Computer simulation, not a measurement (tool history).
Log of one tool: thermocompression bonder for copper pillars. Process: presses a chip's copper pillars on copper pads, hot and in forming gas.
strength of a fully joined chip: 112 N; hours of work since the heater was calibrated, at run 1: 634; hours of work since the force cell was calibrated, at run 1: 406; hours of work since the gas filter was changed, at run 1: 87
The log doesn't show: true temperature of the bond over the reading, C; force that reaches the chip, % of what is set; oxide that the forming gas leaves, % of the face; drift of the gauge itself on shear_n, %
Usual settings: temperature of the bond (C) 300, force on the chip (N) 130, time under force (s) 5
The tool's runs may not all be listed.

run   hour  temperature of the bond (C)  force on the chip (N)  time under force (s)  hours of work since the heater was calibrated  hours of work since the force cell was calibrated  hours of work since the gas filter was changed  force that shears a chip off (N)
  1    0.0                          300                    130                     5                                            634                                                406                                              87                              81.8
  2   16.8                          300                    130                     5                                            644                                                416                                              98                              79.5
  3   34.8                          300                    130                     5                                            656                                                428                                             110                              80.4
  4   48.0                          314                    130                     5                                            664                                                436                                             118                              87.6
  5   63.7                          314                    130                     5                                            674                                                446                                             128                              86.2
  6   82.4                          291                    130                     5                                            686                                                458                                             140                              74.1
  7   96.7                          291                    130                     5                                            695                                                468                                             149                              72.0
  8  108.0                          291                    130                     5                                            703                                                475                                             156                              71.4
  9  125.3                          291                    130                     5                                            714                                                486                                             168                              71.5
 10  135.6                          291                    130                     5                                            720                                                492                                             174                              71.6
 11  143.3                          291                    130                     5                                            725                                                497                                             179                              70.7
     146.5  -- heater calibrated with a thermocouple chip
 12  156.2                          291                    130                     5                                              6                                                504                                             186                              74.3
 13  172.3                          291                    130                     5                                             17                                                515                                             196                              70.4
 14  185.5                          300                    130                     7                                             25                                                523                                             205                              82.8
     188.4  -- forming gas filter changed
 15  205.0                          300                    130                     5                                             37                                                535                                              11                              85.1
 16  218.4                          281                    147                     3                                             46                                                544                                              19                              69.6
 17  235.5                          281                    147                     3                                             57                                                555                                              30                              69.0
     252.0  -- heater calibrated with a thermocouple chip, once more
 18  256.5                          281                    147                     3                                              3                                                567                                              42                              62.5
 19  270.2                          281                    147                     3                                             12                                                576                                              51                              61.6
 20  281.2                          281                    147                     3                                             19                                                583                                              58                              62.1
 21  299.2                          281                    147                     3                                             30                                                594                                              70                              60.8
 22  312.0                          275                    130                     5                                             38                                                602                                              78                              58.4
 23  325.0                          322                    189                     5                                             47                                                611                                              86                             101.9
 24  341.0                          308                     95                     3                                             57                                                621                                              96                              54.0
 25  356.0                          308                     97                     3                                             67                                                631                                             106                              55.1
 26  369.7                          308                    131                     3                                             75                                                639                                             115                              70.9
 27  379.7                          308                    104                     3                                             82                                                646                                             121                              57.8
 28  397.8                          328                    104                     5                                             93                                                657                                             133                              80.4
 29  413.2                          328                    104                     5                                            103                                                667                                             143                              76.9

Some steps in force that shears a chip off (N) between neighbouring runs. How much of each would the tool show without its hidden state too (settings, what came in, random variation), and how much is left for the hidden state, with any gauge scatter that isn't in both results?
Run 14 -> 15: time under force (s) 7 -> 5, forming gas filter changed. force that shears a chip off (N) +2.3: hidden state +9.7, all else -7.4.
Run 17 -> 18: heater calibrated with a thermocouple chip, once more. force that shears a chip off (N) -6.5: hidden state -6.8, all else +0.3.
Run 22 -> 23: temperature of the bond (C) 275 -> 322, force on the chip (N) 130 -> 189. force that shears a chip off (N) +43.5: hidden state -1.7, all else +45.2.
Run 23 -> 24: temperature of the bond (C) 322 -> 308, force on the chip (N) 189 -> 95, time under force (s) 5 -> 3. force that shears a chip off (N) -47.9: hidden state +1.4, all else -49.3.

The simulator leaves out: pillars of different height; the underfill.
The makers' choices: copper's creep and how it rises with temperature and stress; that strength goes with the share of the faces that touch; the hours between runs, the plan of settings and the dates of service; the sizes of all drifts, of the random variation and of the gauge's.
